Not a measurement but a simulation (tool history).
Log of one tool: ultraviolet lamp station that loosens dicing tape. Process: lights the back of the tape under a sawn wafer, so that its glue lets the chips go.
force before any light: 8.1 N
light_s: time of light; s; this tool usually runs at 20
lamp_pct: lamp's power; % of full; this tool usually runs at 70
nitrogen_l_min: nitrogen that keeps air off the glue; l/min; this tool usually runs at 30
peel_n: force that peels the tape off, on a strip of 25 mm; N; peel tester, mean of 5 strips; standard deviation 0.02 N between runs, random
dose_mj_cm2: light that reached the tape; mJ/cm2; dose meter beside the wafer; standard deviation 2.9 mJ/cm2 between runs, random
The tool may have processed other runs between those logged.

run,hour,light_s,lamp_pct,nitrogen_l_min,peel_n,dose_mj_cm2
1,0.0,20,70,30,1.159,373
2,10.7,20,70,30,1.168,374
3,22.7,20,70,30,1.195,374
4,31.3,20,70,30,1.203,374
5,40.2,20,70,30,1.178,375
6,50.4,20,70,30,1.163,371
7,61.1,20,70,30,1.163,372
8,67.8,20,70,30,1.251,369
9,74.0,20,70,30,1.212,363
10,83.3,20,70,30,1.239,367
11,89.0,20,70,30,1.234,361
12,101.1,20,70,30,1.217,366
13,108.0,20,70,30,1.244,364
14,113.4,24,70,30,0.919,438
15,122.0,24,83,30,0.626,518
16,134.6,20,92,30,0.788,467
17,142.7,20,92,30,0.760,469
# hour 144.0: window cleaned of glue's vapour
18,151.9,20,70,20,1.709,337
19,160.5,20,79,30,1.106,392
20,167.3,20,79,30,1.135,382
21,177.3,20,86,30,0.952,417
# hour 178.5: window cleaned of glue's vapour, once more
22,187.9,20,86,30,0.739,477
23,197.1,37,63,9,0.986,646
24,209.9,11,99,23,1.853,300
25,220.3,34,98,19,0.306,923
26,230.9,21,89,30,0.652,515
27,243.7,21,89,23,0.769,512
28,255.6,21,89,23,0.809,509
29,265.8,21,89,23,0.818,504
30,279.1,16,70,30,1.649,300
31,290.8,38,70,30,0.359,717
32,299.7,38,70,30,0.348,712
33,311.8,38,70,30,0.357,703
34,320.9,38,80,11,0.567,810
35,331.9,20,69,30,1.225,363
36,343.7,24,69,55,0.612,439
37,349.0,34,85,30,0.335,758
38,361.7,20,70,12,2.026,368
39,372.5,24,90,17,0.821,570
40,379.6,24,90,17,0.816,559
41,386.9,20,92,30,0.733,475
42,395.5,20,92,30,0.752,473
43,403.0,20,92,30,0.758,472

Branching from run 43: 4 alternative next runs. What would each branch give?
A,408.5,20,83,12,?,?
B,408.5,14,94,30,?,?
C,408.5,20,96,30,?,?
D,408.5,20,65,30,?,?

run,peel_n,dose_mj_cm2
A,1.661,422
B,1.390,339
C,0.721,491
D,1.368,335
The same runs, with their run-to-run variation unchanged, on a tool lacking any hidden condition would have given:
run,peel_n,dose_mj_cm2
A,1.331,486
B,1.095,390
C,0.546,566
D,1.079,386
